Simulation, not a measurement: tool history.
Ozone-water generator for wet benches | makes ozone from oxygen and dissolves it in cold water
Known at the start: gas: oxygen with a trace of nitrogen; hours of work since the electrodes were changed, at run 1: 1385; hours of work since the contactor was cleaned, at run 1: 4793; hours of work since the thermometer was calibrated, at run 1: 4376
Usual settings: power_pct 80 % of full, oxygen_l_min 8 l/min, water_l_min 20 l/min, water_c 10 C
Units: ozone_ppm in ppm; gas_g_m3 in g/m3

run	hour	power_pct	oxygen_l_min	water_l_min	water_c	hours of work since the electrodes were changed	hours of work since the contactor was cleaned	hours of work since the thermometer was calibrated	ozone_ppm	gas_g_m3
1	0	80	8	20	10	1385	4793	4376	38.7	262.5
# hour 78.1: contactor cleaned
2	142.1	87	8	20	10	1490	49	4480	40	277.2
3	262.8	87	8	20	10	1582	140	4572	40.1	278
4	323.3	87	8	20	10	1627	186	4618	40.1	276.7
5	408	80	8	20	10	1692	250	4682	37	262.4
# hour 457.8: contactor cleaned, once more
6	500.8	80	8	20	10	1759	33	4750	39.8	262.2
7	566.1	80	8	20	10	1809	82	4799	39.6	262.1
8	680.2	80	8	20	10	1895	169	4886	39.5	259.2
9	775.4	80	8	24	10	1968	241	4958	34.1	260.9
10	856.6	80	8	24	10	2029	303	5020	34	260.5
11	932.9	80	8	20	11	2087	361	5078	39.1	259.3
12	1060.3	80	8	20	11	2184	457	5174	38.8	258.1
13	1122.7	80	8	20	11	2231	505	5222	38.1	259.4
14	1188.1	80	8	20	10	2281	554	5271	39	257.8
# hour 1248.3: water thermometer calibrated
15	1292.7	80	8	16	10	2360	633	34	46.1	258.7
16	1431.5	80	10.56	20	10	2465	738	139	40.9	235.6
17	1543.1	80	8	14	10	2550	823	224	49.8	256.2
18	1639.1	57	7.46	20	5	2623	896	297	33.1	210.2
19	1732.4	80	6.06	20	6	2693	967	367	39.1	280.2
20	1816.9	89	6.06	29	6	2757	1031	432	29.5	299.9
21	1905.4	89	6.06	29	6	2825	1098	499	29.8	299.3
22	2024.6	77	7.67	15	16	2915	1189	589	41.5	250.5
23	2139.7	72	7.67	15	7	3002	1276	676	46	242.7
24	2230.3	72	7.67	15	7	3071	1345	745	46.4	241.6
25	2365.9	72	7.61	15	6	3174	1448	848	47.2	242.6
26	2459.1	72	7.61	15	6	3245	1518	919	47.5	240.9
27	2532	67	4.15	15	8	3300	1574	974	37.5	278.2
28	2678.3	56	5.72	20	10	3411	1685	1085	28.3	222.6
29	2812.4	80	8	20	6	3513	1786	1187	40.8	252.3
30	2884.3	51	10.86	29	6	3568	1841	1242	24	169
31	2977.6	82	11.79	14	14	3638	1912	1312	46.1	226.2
32	3072.7	82	11.79	14	14	3710	1984	1384	46	224.9
33	3184.9	80	5.01	28	10	3796	2069	1470	24.9	293.8

Some steps in ozone_ppm between neighbouring runs. How much of each would the tool show without its hidden state too (settings, what came in, random variation), and how much is left for the hidden state, with any gauge scatter that isn't in both results?
The hidden state here: yield of the discharge, % of new electrodes'; contactor's efficiency, % of a clean one's; true water temperature over the reading, C; drift of the gauge itself on ozone_ppm, %; drift of the gauge itself on gas_g_m3, %.
Run 5 -> 6: contactor cleaned, once more. ozone_ppm +2.8 ppm: hidden state +1.9, all else +0.9.
Run 29 -> 30: power_pct 80 -> 51, oxygen_l_min 8 -> 10.86, water_l_min 20 -> 29. ozone_ppm -16.8 ppm: hidden state +1.6, all else -18.4.
Run 30 -> 31: power_pct 51 -> 82, oxygen_l_min 10.86 -> 11.79, water_l_min 29 -> 14, water_c 6 -> 14. ozone_ppm +22.1 ppm: hidden state -2.2, all else +24.3.
Run 32 -> 33: power_pct 82 -> 80, oxygen_l_min 11.79 -> 5.01, water_l_min 14 -> 28, water_c 14 -> 10. ozone_ppm -21.1 ppm: hidden state +1.5, all else -22.6.
